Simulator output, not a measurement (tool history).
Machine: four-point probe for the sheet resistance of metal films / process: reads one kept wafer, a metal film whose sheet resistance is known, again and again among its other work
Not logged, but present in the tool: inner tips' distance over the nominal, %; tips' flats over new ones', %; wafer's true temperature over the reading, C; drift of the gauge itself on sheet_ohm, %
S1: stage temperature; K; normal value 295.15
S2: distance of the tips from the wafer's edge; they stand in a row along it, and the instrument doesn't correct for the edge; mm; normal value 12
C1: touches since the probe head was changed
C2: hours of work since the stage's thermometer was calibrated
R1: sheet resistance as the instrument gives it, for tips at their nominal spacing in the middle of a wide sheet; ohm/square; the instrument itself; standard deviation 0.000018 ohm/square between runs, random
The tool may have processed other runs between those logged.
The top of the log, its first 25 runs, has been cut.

run,hour,S1,S2,C1,C2,R1
26,1985.4,304.15,31,8840,1179,0.090568
27,2078.4,304.15,31,11596,1235,0.090590
28,2172.7,301.15,47,14388,1292,0.090374
29,2231.2,301.15,12,16120,1327,0.090935
30,2286.2,301.15,30,17749,1360,0.090454
31,2359.1,301.15,36,19907,1404,0.090477
32,2423.3,294.15,36,21810,1443,0.090083
33,2523.8,294.15,36,24784,1504,0.090087
34,2619.9,294.15,36,27632,1562,0.090074
35,2696.4,297.15,19,29898,1608,0.090434
36,2746.7,297.15,19,31386,1638,0.090444
37,2830.9,297.15,19,33880,1689,0.090456
38,2900.3,307.15,14,35935,1730,0.091211
39,2970.8,307.15,14,38023,1773,0.091231
40,3042.0,307.15,14,40132,1816,0.091232

Alternative continuations, all from the tool just after run 40; predict every row:
A,3114.4,301.15,3,42276,1859,?
B,3114.4,299.15,17,42276,1859,?
C,3114.4,293.15,30,42276,1859,?
D,3114.4,292.15,25,42276,1859,?
E,3114.4,307.15,26,42276,1859,?

run,R1
A,0.098441
B,0.090673
C,0.090148
D,0.090123
E,0.090956
Without the tool's hidden state the same runs would have given:
run,R1
A,0.097859
B,0.090133
C,0.089614
D,0.089590
E,0.090410
